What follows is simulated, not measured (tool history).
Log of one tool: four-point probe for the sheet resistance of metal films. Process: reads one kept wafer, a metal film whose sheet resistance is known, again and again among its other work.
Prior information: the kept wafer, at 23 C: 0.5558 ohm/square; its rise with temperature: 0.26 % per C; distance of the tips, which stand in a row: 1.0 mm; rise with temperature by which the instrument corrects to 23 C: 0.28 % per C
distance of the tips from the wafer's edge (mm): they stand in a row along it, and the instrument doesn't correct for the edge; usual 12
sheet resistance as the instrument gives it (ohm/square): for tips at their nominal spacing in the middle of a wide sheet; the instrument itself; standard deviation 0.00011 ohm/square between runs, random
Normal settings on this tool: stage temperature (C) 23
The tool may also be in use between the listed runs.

| run | hour | stage temperature (C) | distance of the tips from the wafer's edge (mm) | sheet resistance as the instrument gives it (ohm/square) |
|---|---|---|---|---|
| 1 | 0 | 23 | 12 | 0.552519 |
| 2 | 26.1 | 23 | 12 | 0.552538 |
| 3 | 51 | 23 | 12 | 0.552273 |
| 4 | 87.8 | 23 | 12 | 0.552624 |
| 5 | 137.9 | 23 | 12 | 0.552764 |
| 6 | 174.6 | 23 | 12 | 0.552561 |
| 7 | 223.3 | 23 | 12 | 0.552878 |
| 8 | 269.5 | 21 | 12 | 0.553009 |
| 9 | 318.3 | 23 | 12 | 0.553012 |
| 10 | 340 | 23 | 12 | 0.552974 |
| 11 | 379.7 | 23 | 12 | 0.552977 |
| 12 | 424 | 23 | 12 | 0.553269 |
| 13 | 472.7 | 23 | 12 | 0.55318 |
| 14 | 522.7 | 23 | 12 | 0.553352 |
| 15 | 551.3 | 31 | 10 | 0.553391 |
| 16 | 573.9 | 31 | 10 | 0.553455 |
| 17 | 611.8 | 28 | 19 | 0.551942 |
|  | 615 | stage's thermometer calibrated |
| 18 | 660.3 | 25 | 13 | 0.552971 |
| 19 | 683.4 | 25 | 13 | 0.55302 |
| 20 | 718.7 | 27 | 12 | 0.553312 |
| 21 | 759.8 | 27 | 12 | 0.553446 |
|  | 789.8 | stage's thermometer calibrated, once more |
| 22 | 809 | 27 | 12 | 0.55372 |
| 23 | 854.4 | 32 | 12 | 0.553068 |
| 24 | 894.9 | 32 | 12 | 0.553402 |
| 25 | 927.8 | 32 | 11 | 0.553664 |
| 26 | 967.3 | 24 | 20 | 0.552911 |
| 27 | 1015.1 | 22 | 38 | 0.552784 |
| 28 | 1058.8 | 30 | 5 | 0.563154 |

Below are 4 alternative next runs, each starting from the tool's condition after run 28. Predict each:
| A | 1107.7 | 24 | 33 | ? |
| B | 1107.7 | 23 | 4 | ? |
| C | 1107.7 | 27 | 27 | ? |
| D | 1107.7 | 20 | 4 | ? |

| run | sheet resistance as the instrument gives it (ohm/square) |
|---|---|
| A | 0.552582 |
| B | 0.570628 |
| C | 0.552582 |
| D | 0.571006 |
What these runs would have given with no unlogged condition in the tool:
| run | sheet resistance as the instrument gives it (ohm/square) |
|---|---|
| A | 0.55582 |
| B | 0.573964 |
| C | 0.555819 |
| D | 0.574347 |
